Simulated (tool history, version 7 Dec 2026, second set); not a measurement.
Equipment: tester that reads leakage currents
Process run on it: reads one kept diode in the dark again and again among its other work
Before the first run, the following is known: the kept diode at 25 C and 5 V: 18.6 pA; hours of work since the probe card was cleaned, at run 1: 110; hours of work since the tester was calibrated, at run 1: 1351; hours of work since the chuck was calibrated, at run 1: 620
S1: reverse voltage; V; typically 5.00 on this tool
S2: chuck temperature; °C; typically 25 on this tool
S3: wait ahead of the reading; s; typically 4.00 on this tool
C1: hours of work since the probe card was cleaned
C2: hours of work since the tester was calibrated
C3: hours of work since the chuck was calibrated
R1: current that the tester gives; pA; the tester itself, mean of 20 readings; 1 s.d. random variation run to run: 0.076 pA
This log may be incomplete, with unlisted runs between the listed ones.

run    hour     S1  S2    S3    C1    C2   C3      R1
  1     0.0   5.00  25  4.00   110  1351  620   20.91
  2   156.5   5.00  25  4.00   186  1428  697   21.32
  3   333.7   5.00  25  4.00   273  1514  783   21.81
  4   445.9   5.00  25  4.00   328  1569  838   22.13
      492.2  -- chuck's temperature calibrated
  5   577.2   5.00  25  4.00   391  1632   41   20.44
  6   686.7   5.00  25  4.00   444  1685   95   20.59
  7   941.1   5.00  25  4.00   568  1809  219   21.39
  8  1189.2   5.00  25  4.00   689  1931  340   21.94
  9  1426.3   5.00  25  4.00   805  2046  456   22.31
     1475.4  -- tester calibrated
 10  1591.9  11.70  25  4.00   885    57  536   38.61
 11  1777.7  11.70  25  4.00   975   147  626   39.60
 12  1925.4   5.00  43  4.00  1047   220  698   78.89
 13  2123.3   5.00  25  0.42  1144   316  795   27.34
 14  2249.4   5.00  25  7.30  1205   378  856   24.18
     2269.4  -- chuck's temperature calibrated
 15  2481.4  13.36  25  7.30  1318   490  103   42.43
 16  2654.5  13.36  25  7.30  1402   574  188   43.28
 17  2803.5  13.36  25  7.30  1475   647  261   44.23
 18  3009.9  13.36  25  7.30  1576   748  361   45.22
 19  3235.6  13.36  25  7.30  1686   858  471   46.96
 20  3460.0  13.36  25  7.30  1795   967  581   48.07
 21  3665.9  13.36  25  0.59  1896  1068  681   55.20
 22  3917.5  13.36  25  2.86  2018  1191  804   51.39
     4042.5  -- chuck's temperature calibrated
 23  4090.1  13.36  25  2.86  2102  1274   23   48.88
 24  4240.2   5.00  21  4.00  2175  1347   96   19.94
 25  4479.7   1.30  50  9.50  2292  1464  213   55.79
 26  4629.8   1.41  50  4.53  2365  1537  287   59.19
 27  4738.0   5.00  41  0.40  2418  1590  339   73.54
 28  4904.9   6.13  53  4.00  2499  1671  421  169.16
 29  5049.8   4.74  53  0.54  2570  1742  491  149.43
 30  5246.6   3.41  53  5.50  2666  1838  587  123.13
 31  5419.4   3.41  53  5.50  2750  1922  672  124.36
 32  5556.0   5.00  25  0.46  2817  1989  738   31.43
     5742.2  -- tester calibrated
 33  5789.6   4.96  27  3.86  2930    23  851   32.16
     5808.2  -- chuck's temperature calibrated
 34  5970.3   1.15  34  0.60  3017   110   79   18.88
 35  6168.3   1.15  34  0.60  3114   207  176   19.21
 36  6328.0   1.18  33  9.13  3192   285  254   17.86
 37  6454.4   5.00  25  1.66  3253   347  315   29.17
     6711.2  -- probe card cleaned and baked
 38  6716.1   5.00  25  1.66     2   473  441   20.84
 39  6935.7   8.69  38  1.66   110   580  549   73.68
 40  7069.2   8.69  38  1.66   175   645  614   74.70

What differs in the tool's unlogged condition from the final listed run ahead of each entry between runs to the first listed run following it?
Runs 4 to 5: chuck's temperature calibrated (hour 492.2)
  stray current of the dirty probe card, pA a volt: 0.195 -> 0.226; current scale over the true one, %: 0.73 -> 0.77; true chuck temperature over the reading, C: 1.35 -> 0.06
  measured value less the no-hidden-state value, R1: +3.10 -> +1.29 pA
Runs 9 to 10: tester calibrated (hour 1475.4)
  stray current of the dirty probe card, pA a volt: 0.448 -> 0.487; current scale over the true one, %: 0.98 -> 0.03; true chuck temperature over the reading, C: 0.74 -> 0.87
  measured value less the no-hidden-state value, R1: +3.45 -> +7.55 pA
Runs 14 to 15: chuck's temperature calibrated (hour 2269.4)
  stray current of the dirty probe card, pA a volt: 0.656 -> 0.712; current scale over the true one, %: 0.18 -> 0.24; true chuck temperature over the reading, C: 1.41 -> 0.03
  measured value less the no-hidden-state value, R1: +5.38 -> +9.43 pA
Runs 22 to 23: chuck's temperature calibrated (hour 4042.5)
  stray current of the dirty probe card, pA a volt: 1.07 -> 1.114; current scale over the true one, %: 0.6 -> 0.64; true chuck temperature over the reading, C: 1.24 -> 0.02
  measured value less the no-hidden-state value, R1: +17.60 -> +15.03 pA
Runs 32 to 33: tester calibrated (hour 5742.2)
  stray current of the dirty probe card, pA a volt: 1.493 -> 1.546; current scale over the true one, %: 1.01 -> 0.04; true chuck temperature over the reading, C: 1.19 -> 1.39
  measured value less the no-hidden-state value, R1: +9.47 -> +10.04 pA
Runs 33 to 34: chuck's temperature calibrated (hour 5808.2)
  stray current of the dirty probe card, pA a volt: 1.546 -> 1.593; current scale over the true one, %: 0.04 -> 0.08; true chuck temperature over the reading, C: 1.39 -> 0.19
  measured value less the no-hidden-state value, R1: +10.04 -> +2.06 pA
Runs 37 to 38: probe card cleaned and baked (hour 6711.2)
  stray current of the dirty probe card, pA a volt: 1.714 -> 0.022; current scale over the true one, %: 0.19 -> 0.26; true chuck temperature over the reading, C: 0.59 -> 0.8
  measured value less the no-hidden-state value, R1: +9.45 -> +1.26 pA
